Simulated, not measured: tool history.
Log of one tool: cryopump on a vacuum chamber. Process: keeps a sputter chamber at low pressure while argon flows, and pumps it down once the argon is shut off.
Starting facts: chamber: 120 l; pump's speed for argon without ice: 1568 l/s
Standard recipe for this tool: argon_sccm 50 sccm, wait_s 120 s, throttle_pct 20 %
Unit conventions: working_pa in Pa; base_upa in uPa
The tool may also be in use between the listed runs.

run   hour  argon_sccm  wait_s  throttle_pct  working_pa  base_upa
  1      0          50     120            20      0.2831      0.67
  2   37.3          50     120            20      0.2824       0.7
  3   59.9          50     120            20      0.2856       0.7
  4    100          98     120            20      0.5609      0.72
  5  124.1          50     283            20      0.2865      0.51
  6  163.6          94     283            20      0.5369      0.58
  7  194.3          52     120            20      0.2994      0.87
  8  226.3          52     120            20      0.2999      0.93
  9  252.4          50     120            20      0.2867       0.9
 10  288.4          50     120            20      0.2906      0.93
 11  322.6          50     120            60      0.1102      1.01
 12    354          50     120            20      0.2908      1.02
     362.3  -- pump warmed up, emptied and cooled again
 13  375.3          50     120            20      0.2687      0.88
 14  392.6          50      37            20      0.2728      1.76
 15  430.4          50      37            20      0.2722      1.84
 16  459.8          50     120            20      0.2713      0.96
 17  479.1          50     120            20       0.272      0.95
 18  497.6          50     120            20      0.2704      0.99
 19  514.1          50      34            25      0.2192      1.92
 20  545.9          50     295            20      0.2726      0.77
 21  562.4          51     101            21      0.2669      1.13
 22  599.5          27     101            29      0.1024      1.13
 23  618.8          27     101            29      0.1051      1.14
 24  644.4          50     120            29      0.1918      1.06
 25  668.6          57      31            38      0.1685       2.3
 26  688.8          57      31            38      0.1696      2.27
 27  716.1          67      40            32       0.236      1.92
 28  751.9          67      40            32      0.2387      2.02
 29    789          67      40            32       0.237      1.99
 30  819.1          55      40            18      0.3415      2.04
 31    856          29     185            29      0.1135      1.17
 32  884.4          73     120            29      0.2888      1.33
 33  911.7          63     250            44      0.1701      1.15

The same runs without the tool's hidden state, with the same run-to-run variation:
The hidden state here: pump's speed, % of a pump's without ice; cold plate's temperature, K; leak into the chamber, uPa l/s; drift of the gauge itself on working_pa, %; drift of the gauge itself on base_upa, %.
run  working_pa  base_upa
  1      0.2707      0.59
  2      0.2691      0.59
  3      0.2716      0.57
  4      0.5314      0.55
  5      0.2709      0.32
  6      0.5057      0.35
  7      0.2812       0.6
  8      0.2809      0.63
  9      0.2678      0.58
 10      0.2704      0.57
 11       0.089       0.6
 12      0.2688      0.58
 13      0.2677       0.6
 14      0.2715      1.47
 15      0.2702      1.52
 16      0.2688      0.61
 17      0.2693      0.59
 18      0.2674      0.61
 19      0.2157      1.53
 20      0.2685      0.35
 21      0.2625      0.69
 22      0.0997      0.65
 23      0.1022      0.66
 24      0.1859      0.56
 25      0.1612      1.77
 26      0.1619      1.72
 27      0.2262      1.35
 28      0.2277       1.4
 29       0.225      1.35
 30      0.3308      1.37
 31      0.1074      0.45
 32      0.2724      0.58
 33       0.155      0.37

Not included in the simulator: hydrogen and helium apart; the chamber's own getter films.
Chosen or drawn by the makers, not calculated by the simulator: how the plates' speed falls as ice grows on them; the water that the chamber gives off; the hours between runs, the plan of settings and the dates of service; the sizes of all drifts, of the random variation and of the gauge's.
